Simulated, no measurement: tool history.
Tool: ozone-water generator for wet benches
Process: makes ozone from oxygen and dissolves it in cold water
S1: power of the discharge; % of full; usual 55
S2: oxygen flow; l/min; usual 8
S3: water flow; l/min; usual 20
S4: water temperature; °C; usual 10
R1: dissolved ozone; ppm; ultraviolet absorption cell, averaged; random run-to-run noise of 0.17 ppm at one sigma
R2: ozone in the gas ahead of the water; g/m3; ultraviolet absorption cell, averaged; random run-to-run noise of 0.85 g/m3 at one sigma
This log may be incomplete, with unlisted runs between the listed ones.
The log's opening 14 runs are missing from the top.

run 15 hour=2078.7 | S1=55 S2=8 S3=20 S4=10 | R1=19.4 R2=114.7
run 16 hour=2280.3 | S1=55 S2=8 S3=15 S4=10 | R1=23 R2=114.5
run 17 hour=2377.9 | S1=44 S2=11.5 S3=15 S4=10 | R1=18.3 R2=78.9
run 18 hour=2519.3 | S1=49 S2=8 S3=21 S4=10 | R1=17.3 R2=105.8
-- hour=2657.8 electrodes of the discharge changed
run 19 hour=2664.3 | S1=49 S2=8 S3=21 S4=10 | R1=20.7 R2=123.8
-- hour=2685.6 contactor cleaned
run 20 hour=2786.5 | S1=49 S2=8 S3=27 S4=10 | R1=17.3 R2=126.7
run 21 hour=2916.6 | S1=49 S2=8 S3=27 S4=10 | R1=17.3 R2=125.7
run 22 hour=3082.3 | S1=49 S2=8 S3=13 S4=10 | R1=27.8 R2=125.6
run 23 hour=3202.4 | S1=54 S2=8 S3=13 S4=10 | R1=29.3 R2=134.5
run 24 hour=3389.9 | S1=54 S2=8 S3=13 S4=10 | R1=29.5 R2=133.7
run 25 hour=3589.8 | S1=69 S2=8 S3=14 S4=6 | R1=35.7 R2=156.4
run 26 hour=3673.3 | S1=69 S2=8 S3=14 S4=6 | R1=35.6 R2=157.7
run 27 hour=3869.5 | S1=69 S2=8 S3=14 S4=6 | R1=35.3 R2=154.3
run 28 hour=3951.7 | S1=69 S2=8 S3=14 S4=6 | R1=35 R2=155.6
run 29 hour=4118.8 | S1=53 S2=9.83 S3=14 S4=16 | R1=22.9 R2=111.9
run 30 hour=4264.1 | S1=53 S2=9.83 S3=14 S4=16 | R1=22.4 R2=112.2
run 31 hour=4377.5 | S1=53 S2=9.83 S3=14 S4=16 | R1=22.7 R2=111.2
run 32 hour=4479.6 | S1=56 S2=10.04 S3=25 S4=8 | R1=18.7 R2=113.7

Below are 4 alternative next runs, each starting from the tool's condition after run 32. Predict each:
run A hour=4635.4 | S1=62 S2=8 S3=29 S4=5 | R1=? R2=?
run B hour=4635.4 | S1=56 S2=10.04 S3=25 S4=10 | R1=? R2=?
run C hour=4635.4 | S1=55 S2=6.9 S3=20 S4=10 | R1=? R2=?
run D hour=4635.4 | S1=91 S2=8 S3=17 S4=10 | R1=? R2=?

run=A R1=18.9 R2=141.2
run=B R1=17.9 R2=112.3
run=C R1=22.1 R2=143.7
run=D R1=34.4 R2=183
The same runs, with their run-to-run variation unchanged, on a tool lacking any hidden condition would have given:
run=A R1=21 R2=149.7
run=B R1=19.8 R2=118.6
run=C R1=24.2 R2=151.6
run=D R1=38.6 R2=197.6

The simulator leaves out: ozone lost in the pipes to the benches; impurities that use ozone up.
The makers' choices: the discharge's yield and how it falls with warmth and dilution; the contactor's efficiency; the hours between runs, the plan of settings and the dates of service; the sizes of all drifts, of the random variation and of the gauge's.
